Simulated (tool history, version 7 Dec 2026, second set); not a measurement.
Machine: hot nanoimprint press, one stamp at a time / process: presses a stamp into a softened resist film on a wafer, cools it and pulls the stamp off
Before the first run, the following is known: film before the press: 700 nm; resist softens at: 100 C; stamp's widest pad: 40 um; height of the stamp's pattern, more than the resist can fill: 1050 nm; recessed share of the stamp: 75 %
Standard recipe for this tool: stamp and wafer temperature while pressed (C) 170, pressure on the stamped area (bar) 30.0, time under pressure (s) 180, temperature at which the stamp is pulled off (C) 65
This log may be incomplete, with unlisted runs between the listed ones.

run	hour	stamp and wafer temperature while pressed (C)	pressure on the stamped area (bar)	time under pressure (s)	temperature at which the stamp is pulled off (C)	resist left under the stamp's widest pad (Å)	greatest force while the stamp is pulled off (N)
1	0.0	170	30.0	180	65	2884	179
2	76.7	170	30.0	180	54	2886	216
3	132.6	170	29.2	180	65	2937	184
4	211.3	158	30.0	180	65	4658	177
5	279.3	170	30.0	180	65	2893	180
6	317.4	170	30.0	180	65	2887	181
7	368.5	170	30.0	115	65	3374	182
8	411.3	170	30.0	115	65	3350	183
9	475.7	170	30.0	180	73	2882	157
# hour 560.6: stamp cleaned and given a new release coat
10	560.6	170	30.0	180	60	2885	197
11	628.4	170	30.0	180	60	2891	197
12	682.8	170	30.0	180	65	2887	183
13	749.5	170	30.0	180	65	2869	185
14	816.7	170	41.9	122	63	2754	187
15	854.4	170	41.9	122	63	2743	189
# hour 919.9: plate thermocouple calibrated
16	932.9	170	41.9	122	63	2753	189
17	1008.4	170	41.9	122	63	2755	193
18	1044.4	170	34.6	122	63	3093	188
19	1119.5	170	42.5	248	63	2110	187
# hour 1159.0: stamp cleaned and given a new release coat
20	1194.7	170	42.5	248	63	2138	187
# hour 1219.7: press's hydraulic seals changed and the load cell set to zero
21	1241.5	170	42.5	248	65	2116	180
22	1285.8	165	39.2	180	65	3057	182
23	1341.7	165	39.2	138	65	3357	182
24	1420.7	170	29.1	219	51	2761	230
25	1477.7	164	28.7	185	50	3717	228

5 options for the next run, each taken on its own from the tool as it stands now. Forecast them:
A	1529.2	164	22.4	158	50	?	?
B	1529.2	171	30.0	167	65	?	?
C	1529.2	164	28.7	185	68	?	?
D	1529.2	166	30.0	180	65	?	?
E	1529.2	170	47.0	180	52	?	?

run	resist left under the stamp's widest pad (Å)	greatest force while the stamp is pulled off (N)
A	4351	231
B	2820	179
C	3699	169
D	3395	183
E	2228	222
Take away the tool's hidden state, keep each run's random variation, and the runs would have read:
run	resist left under the stamp's widest pad (Å)	greatest force while the stamp is pulled off (N)
A	4359	231
B	2826	179
C	3707	168
D	3402	183
E	2233	221

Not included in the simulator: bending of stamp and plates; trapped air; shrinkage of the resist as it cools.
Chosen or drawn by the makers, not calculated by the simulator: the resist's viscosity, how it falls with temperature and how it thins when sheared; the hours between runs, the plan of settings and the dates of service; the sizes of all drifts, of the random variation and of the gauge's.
